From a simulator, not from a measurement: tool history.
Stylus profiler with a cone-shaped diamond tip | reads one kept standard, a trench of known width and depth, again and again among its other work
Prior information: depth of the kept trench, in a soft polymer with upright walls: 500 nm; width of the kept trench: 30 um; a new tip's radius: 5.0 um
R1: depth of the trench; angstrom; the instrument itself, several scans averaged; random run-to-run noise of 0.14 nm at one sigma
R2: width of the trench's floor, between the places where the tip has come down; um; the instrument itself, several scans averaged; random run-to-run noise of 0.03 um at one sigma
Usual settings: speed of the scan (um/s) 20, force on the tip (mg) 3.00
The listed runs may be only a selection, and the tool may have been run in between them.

{"run": 1, "hour": 0.0, "speed of the scan (um/s)": 20, "force on the tip (mg)": 3.0, "R1": 5051.1, "R2": 24.11}
{"run": 2, "hour": 35.1, "speed of the scan (um/s)": 20, "force on the tip (mg)": 5.79, "R1": 5086.6, "R2": 24.08}
{"run": 3, "hour": 72.3, "speed of the scan (um/s)": 30, "force on the tip (mg)": 5.79, "R1": 5087.2, "R2": 24.04}
{"run": 4, "hour": 102.5, "speed of the scan (um/s)": 30, "force on the tip (mg)": 5.79, "R1": 5084.1, "R2": 23.95}
{"run": 5, "hour": 126.2, "speed of the scan (um/s)": 20, "force on the tip (mg)": 3.0, "R1": 5048.7, "R2": 23.99}
{"run": 6, "hour": 142.9, "speed of the scan (um/s)": 20, "force on the tip (mg)": 3.0, "R1": 5053.8, "R2": 23.95}
{"run": 7, "hour": 181.3, "speed of the scan (um/s)": 9, "force on the tip (mg)": 3.0, "R1": 5049.0, "R2": 23.96}
{"run": 8, "hour": 206.2, "speed of the scan (um/s)": 9, "force on the tip (mg)": 3.0, "R1": 5049.7, "R2": 23.87}
{"run": 9, "hour": 240.5, "speed of the scan (um/s)": 9, "force on the tip (mg)": 3.0, "R1": 5051.1, "R2": 23.91}
{"run": 10, "hour": 278.3, "speed of the scan (um/s)": 30, "force on the tip (mg)": 6.98, "R1": 5094.7, "R2": 23.7}
{"run": 11, "hour": 308.3, "speed of the scan (um/s)": 21, "force on the tip (mg)": 2.92, "R1": 5047.7, "R2": 23.78}
{"hour": 312.2, "done": "height scale calibrated on a step standard"}
{"run": 12, "hour": 325.7, "speed of the scan (um/s)": 54, "force on the tip (mg)": 6.77, "R1": 5084.8, "R2": 23.59}
{"run": 13, "hour": 352.0, "speed of the scan (um/s)": 54, "force on the tip (mg)": 6.77, "R1": 5082.0, "R2": 23.6}
{"run": 14, "hour": 376.6, "speed of the scan (um/s)": 54, "force on the tip (mg)": 6.77, "R1": 5083.3, "R2": 23.57}
{"hour": 387.7, "done": "height scale calibrated on a step standard, once more"}
{"run": 15, "hour": 415.2, "speed of the scan (um/s)": 5, "force on the tip (mg)": 3.0, "R1": 5062.8, "R2": 23.7}
{"run": 16, "hour": 431.9, "speed of the scan (um/s)": 31, "force on the tip (mg)": 1.68, "R1": 5043.7, "R2": 23.52}
{"run": 17, "hour": 449.8, "speed of the scan (um/s)": 6, "force on the tip (mg)": 3.0, "R1": 5062.6, "R2": 23.63}
{"run": 18, "hour": 468.8, "speed of the scan (um/s)": 6, "force on the tip (mg)": 3.0, "R1": 5060.4, "R2": 23.59}

Below are 5 alternative next runs, each starting from the tool's condition after run 18. Predict each:
{"run": "A", "hour": 491.1, "speed of the scan (um/s)": 71, "force on the tip (mg)": 1.72, "R1": "?", "R2": "?"}
{"run": "B", "hour": 491.1, "speed of the scan (um/s)": 29, "force on the tip (mg)": 3.0, "R1": "?", "R2": "?"}
{"run": "C", "hour": 491.1, "speed of the scan (um/s)": 34, "force on the tip (mg)": 5.2, "R1": "?", "R2": "?"}
{"run": "D", "hour": 491.1, "speed of the scan (um/s)": 26, "force on the tip (mg)": 3.18, "R1": "?", "R2": "?"}
{"run": "E", "hour": 491.1, "speed of the scan (um/s)": 20, "force on the tip (mg)": 7.82, "R1": "?", "R2": "?"}

run=A R1=5042.8 R2=23.26
run=B R1=5065.4 R2=23.51
run=C R1=5090.1 R2=23.51
run=D R1=5063.9 R2=23.51
run=E R1=5117.5 R2=23.59
With no hidden state in the tool, these same runs would have given:
run=A R1=5041.5 R2=25.29
run=B R1=5064.1 R2=25.54
run=C R1=5088.8 R2=25.54
run=D R1=5062.6 R2=25.55
run=E R1=5116.2 R2=25.62

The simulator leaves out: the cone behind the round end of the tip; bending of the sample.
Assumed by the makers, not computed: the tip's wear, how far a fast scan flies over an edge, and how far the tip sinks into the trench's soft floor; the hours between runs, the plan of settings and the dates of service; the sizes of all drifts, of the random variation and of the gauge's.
